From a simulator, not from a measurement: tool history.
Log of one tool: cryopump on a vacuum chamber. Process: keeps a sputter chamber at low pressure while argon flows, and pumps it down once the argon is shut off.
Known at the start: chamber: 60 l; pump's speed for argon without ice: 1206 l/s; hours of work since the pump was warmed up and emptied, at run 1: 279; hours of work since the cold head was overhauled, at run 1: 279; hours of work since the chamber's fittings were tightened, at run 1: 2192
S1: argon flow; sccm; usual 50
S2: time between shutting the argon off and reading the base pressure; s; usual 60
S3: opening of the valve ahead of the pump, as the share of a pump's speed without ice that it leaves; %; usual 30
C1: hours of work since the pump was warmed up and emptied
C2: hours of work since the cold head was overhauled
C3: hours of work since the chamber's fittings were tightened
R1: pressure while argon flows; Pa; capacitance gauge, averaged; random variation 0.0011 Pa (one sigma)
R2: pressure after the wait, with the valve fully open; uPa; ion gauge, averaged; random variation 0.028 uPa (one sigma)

Run 1, day 0.000: usual settings; C1 279; C2 279; C3 2192. Result: R1 0.2413 Pa, R2 3.60 uPa.
Run 2, day 0.379: usual settings; C1 284; C2 284; C3 2198. Result: R1 0.2398 Pa, R2 3.55 uPa.
Run 3, day 0.688: usual settings; C1 289; C2 289; C3 2202. Result: R1 0.2417 Pa, R2 3.73 uPa.
Run 4, day 1.029: usual settings; C1 293; C2 293; C3 2207. Result: R1 0.2417 Pa, R2 3.60 uPa.
Run 5, day 1.571: usual settings; C1 301; C2 301; C3 2215. Result: R1 0.2404 Pa, R2 3.62 uPa.
Run 6, day 1.992: usual settings but S3 20 %; C1 307; C2 307; C3 2221. Result: R1 0.3590 Pa, R2 3.58 uPa.
Run 7, day 2.346: usual settings; C1 312; C2 312; C3 2226. Result: R1 0.2418 Pa, R2 3.68 uPa.
Run 8, day 2.992: usual settings; C1 321; C2 321; C3 2235. Result: R1 0.2443 Pa, R2 3.63 uPa.
Run 9, day 3.367: usual settings; C1 327; C2 327; C3 2240. Result: R1 0.2427 Pa, R2 3.57 uPa.
Run 10, day 3.942: usual settings; C1 335; C2 335; C3 2248. Result: R1 0.2433 Pa, R2 3.74 uPa.
Run 11, day 4.625: usual settings; C1 345; C2 345; C3 2258. Result: R1 0.2427 Pa, R2 3.79 uPa.
Run 12, day 4.950: usual settings; C1 349; C2 349; C3 2263. Result: R1 0.2450 Pa, R2 3.78 uPa.
Run 13, day 5.662: usual settings; C1 360; C2 360; C3 2273. Result: R1 0.2432 Pa, R2 3.77 uPa.
Run 14, day 6.017: usual settings but S1 96 sccm; C1 365; C2 365; C3 2278. Result: R1 0.4646 Pa, R2 3.73 uPa.
Run 15, day 6.346: usual settings but S1 96 sccm; C1 369; C2 369; C3 2283. Result: R1 0.4676 Pa, R2 3.79 uPa.
Run 16, day 6.917: usual settings but S3 19 %; C1 377; C2 377; C3 2291. Result: R1 0.3809 Pa, R2 3.87 uPa.
At day 7.533: leaking fittings of the chamber tightened, without venting.
Run 17, day 7.712: usual settings; C1 388; C2 388; C3 3. Result: R1 0.2438 Pa, R2 1.36 uPa.
Run 18, day 8.175: usual settings; C1 394; C2 394; C3 9. Result: R1 0.2462 Pa, R2 1.36 uPa.
Run 19, day 8.829: usual settings; C1 403; C2 403; C3 18. Result: R1 0.2467 Pa, R2 1.43 uPa.
Run 20, day 9.175: usual settings; C1 408; C2 408; C3 23. Result: R1 0.2466 Pa, R2 1.39 uPa.
Run 21, day 9.704: usual settings; C1 416; C2 416; C3 31. Result: R1 0.2438 Pa, R2 1.41 uPa.
Run 22, day 10.062: usual settings but S2 21 s, S3 31 %; C1 421; C2 421; C3 36. Result: R1 0.2386 Pa, R2 3.29 uPa.
Run 23, day 10.596: usual settings but S2 283 s; C1 429; C2 429; C3 44. Result: R1 0.2471 Pa, R2 0.64 uPa.
Run 24, day 11.262: usual settings but S2 96 s, S3 39 %; C1 438; C2 438; C3 53. Result: R1 0.1917 Pa, R2 1.01 uPa.
Run 25, day 11.621: usual settings but S2 96 s, S3 39 %; C1 443; C2 443; C3 58. Result: R1 0.1946 Pa, R2 1.04 uPa.
Run 26, day 12.033: usual settings but S3 22 %; C1 449; C2 449; C3 64. Result: R1 0.3333 Pa, R2 1.43 uPa.
Run 27, day 12.392: usual settings but S3 26 %; C1 454; C2 454; C3 69. Result: R1 0.2829 Pa, R2 1.45 uPa.
Run 28, day 13.029: usual settings but S2 280 s; C1 463; C2 463; C3 78. Result: R1 0.2481 Pa, R2 0.66 uPa.
Run 29, day 13.467: usual settings but S2 280 s; C1 470; C2 470; C3 85. Result: R1 0.2492 Pa, R2 0.66 uPa.
Run 30, day 13.812: usual settings but S2 280 s; C1 475; C2 475; C3 90. Result: R1 0.2485 Pa, R2 0.68 uPa.
Run 31, day 14.442: usual settings but S2 24 s, S3 19 %; C1 484; C2 484; C3 99. Result: R1 0.3844 Pa, R2 3.02 uPa.
Run 32, day 14.938: usual settings but S1 24 sccm, S2 300 s, S3 36 %; C1 491; C2 491; C3 106. Result: R1 0.1007 Pa, R2 0.74 uPa.
Run 33, day 15.346: usual settings but S1 34 sccm, S2 25 s, S3 43 %; C1 497; C2 497; C3 112. Result: R1 0.1210 Pa, R2 2.84 uPa.
Run 34, day 15.946: usual settings but S1 59 sccm, S2 22 s, S3 21 %; C1 505; C2 505; C3 120. Result: R1 0.4120 Pa, R2 3.26 uPa.

How the hidden state differs across the entries between the runs, from the last listed run before each to the first after it:
Between runs 16 and 17: leaking fittings of the chamber tightened, without venting (day 7.533)
  pump's speed, % of a pump's without ice: 86.4 -> 86; cold plate's temperature, K: 12.21 -> 12.22; leak into the chamber, uPa l/s: 2907 -> 380
  measured less the result without the state, R1: +0.0114 -> +0.0117 Pa; R2: +2.61 -> +0.12 uPa
